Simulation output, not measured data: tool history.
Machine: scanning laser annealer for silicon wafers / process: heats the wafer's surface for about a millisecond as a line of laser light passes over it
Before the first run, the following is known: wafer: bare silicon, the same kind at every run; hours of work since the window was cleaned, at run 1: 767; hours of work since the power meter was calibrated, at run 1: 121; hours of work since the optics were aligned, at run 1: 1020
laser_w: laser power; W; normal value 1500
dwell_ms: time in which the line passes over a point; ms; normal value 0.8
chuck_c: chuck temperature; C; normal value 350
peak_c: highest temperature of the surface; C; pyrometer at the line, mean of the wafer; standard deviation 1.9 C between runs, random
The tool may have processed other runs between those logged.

run	hour	laser_w	dwell_ms	chuck_c	hours of work since the window was cleaned	hours of work since the power meter was calibrated	hours of work since the optics were aligned	peak_c
1	0	1500	0.8	350	767	121	1020	1060
2	10.4	1500	0.8	350	772	126	1025	1060
3	16.2	1500	0.8	350	775	129	1028	1054
4	25.6	1500	0.8	350	780	134	1033	1059
5	31.9	1478	0.8	350	783	138	1036	1045
6	42.4	1500	0.8	350	789	143	1042	1062
7	48	1500	0.8	357	791	146	1044	1068
8	54.3	1500	0.8	357	795	149	1048	1061
9	61.3	1500	0.751	350	798	153	1051	1039
10	72.9	1500	0.8	350	804	159	1057	1059
11	84.9	1500	0.8	350	810	165	1063	1059
12	94.5	1500	0.8	350	815	170	1068	1055
13	101.1	1500	0.8	350	819	173	1072	1060
14	109.4	1560	0.561	373	823	177	1076	1001
15	117.2	1343	0.58	383	827	181	1080	913
16	126.2	1500	0.604	365	832	186	1085	984
17	131.4	1500	0.604	365	834	189	1087	981
18	139.3	1278	0.642	358	838	193	1091	881
19	152	1278	0.642	358	845	199	1098	880
# hour 156: window over the wafer cleaned
20	164.9	1278	0.642	358	5	205	1103	896
21	172.7	1333	0.92	326	9	209	1107	997
22	184.5	1452	0.591	326	15	215	1114	936
23	195.9	1452	0.591	352	20	221	1119	961
24	204.3	1503	0.581	321	25	225	1124	951
25	212.8	1503	0.581	321	29	229	1128	951
26	224.2	1503	0.581	321	35	235	1134	950

What if the next run were any one of these 3? Each begins from the tool's condition after run 26:
A	231.5	1503	0.676	321	39	239	1138	?
B	231.5	1643	0.579	369	39	239	1138	?
C	231.5	1278	0.568	321	39	239	1138	?

run	peak_c
A	999
B	1071
C	828
Stripped of hidden state, with their random variation kept, the same runs would have yielded:
run	peak_c
A	1005
B	1078
C	833
